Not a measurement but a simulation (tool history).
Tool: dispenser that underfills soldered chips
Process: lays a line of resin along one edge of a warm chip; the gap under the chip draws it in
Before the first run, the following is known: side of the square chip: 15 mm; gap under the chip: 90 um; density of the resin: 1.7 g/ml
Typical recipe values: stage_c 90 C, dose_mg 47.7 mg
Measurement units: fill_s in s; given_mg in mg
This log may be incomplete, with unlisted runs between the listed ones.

| run | hour | stage_c | dose_mg | fill_s | given_mg |
|---|---|---|---|---|---|
| 1 | 0.0 | 90 | 47.7 | 308.7 | 45.43 |
| 2 | 3.0 | 80 | 47.7 | 512.0 | 45.16 |
|  | 7.6 | new syringe of resin |
| 3 | 7.6 | 80 | 47.7 | 402.8 | 45.18 |
| 4 | 12.1 | 80 | 47.7 | 452.3 | 45.37 |
| 5 | 15.4 | 80 | 47.7 | 522.8 | 44.96 |
| 6 | 18.3 | 103 | 47.7 | 241.6 | 45.17 |
|  | 19.5 | new syringe of resin |
| 7 | 21.4 | 103 | 47.7 | 173.0 | 45.41 |
| 8 | 25.9 | 103 | 47.7 | 205.6 | 45.01 |
| 9 | 30.1 | 103 | 47.7 | 236.1 | 45.26 |
|  | 31.3 | new syringe of resin |
| 10 | 33.1 | 90 | 60.2 | 268.3 | 56.40 |
| 11 | 38.1 | 90 | 46.9 | 334.4 | 44.02 |
|  | 39.9 | dispensing valve cleaned and set on the balance |
| 12 | 42.3 | 90 | 42.2 | 374.6 | 42.19 |
|  | 44.1 | new syringe of resin |
| 13 | 44.9 | 90 | 42.2 | 268.0 | 42.13 |
| 14 | 49.5 | 90 | 47.7 | 309.9 | 47.19 |
| 15 | 54.8 | 88 | 60.6 | 385.7 | 60.08 |
|  | 55.8 | new syringe of resin |
| 16 | 58.4 | 88 | 60.6 | 289.9 | 59.91 |
| 17 | 60.7 | 88 | 60.6 | 324.8 | 59.87 |
| 18 | 65.2 | 88 | 60.6 | 375.3 | 59.91 |
|  | 67.7 | new syringe of resin |
| 19 | 69.4 | 88 | 60.6 | 278.6 | 59.73 |
| 20 | 72.0 | 101 | 56.5 | 191.4 | 55.74 |
| 21 | 77.0 | 96 | 40.6 | 297.7 | 39.92 |
|  | 79.3 | new syringe of resin |
| 22 | 80.4 | 94 | 60.7 | 220.4 | 59.24 |
| 23 | 83.6 | 101 | 58.2 | 191.5 | 56.91 |
| 24 | 87.6 | 87 | 55.4 | 383.3 | 54.32 |
|  | 91.0 | new syringe of resin |
| 25 | 91.0 | 101 | 40.8 | 177.8 | 40.13 |
| 26 | 96.3 | 89 | 48.9 | 316.7 | 47.37 |
| 27 | 100.7 | 81 | 45.3 | 511.1 | 43.88 |
|  | 102.8 | new syringe of resin |
| 28 | 104.7 | 81 | 45.3 | 388.9 | 43.84 |

4 options for the next run, each taken on its own from the tool as it stands now. Forecast them:
| A | 109.5 | 76 | 52.7 | ? | ? |
| B | 109.5 | 101 | 58.5 | ? | ? |
| C | 109.5 | 99 | 41.4 | ? | ? |
| D | 109.5 | 95 | 48.4 | ? | ? |

| run | fill_s | given_mg |
|---|---|---|
| A | 549.8 | 51.12 |
| B | 204.2 | 56.81 |
| C | 247.8 | 40.09 |
| D | 272.6 | 46.91 |
Without the tool's hidden state the same runs would have given:
| run | fill_s | given_mg |
|---|---|---|
| A | 439.8 | 52.75 |
| B | 163.3 | 58.63 |
| C | 196.1 | 41.37 |
| D | 217.1 | 48.41 |
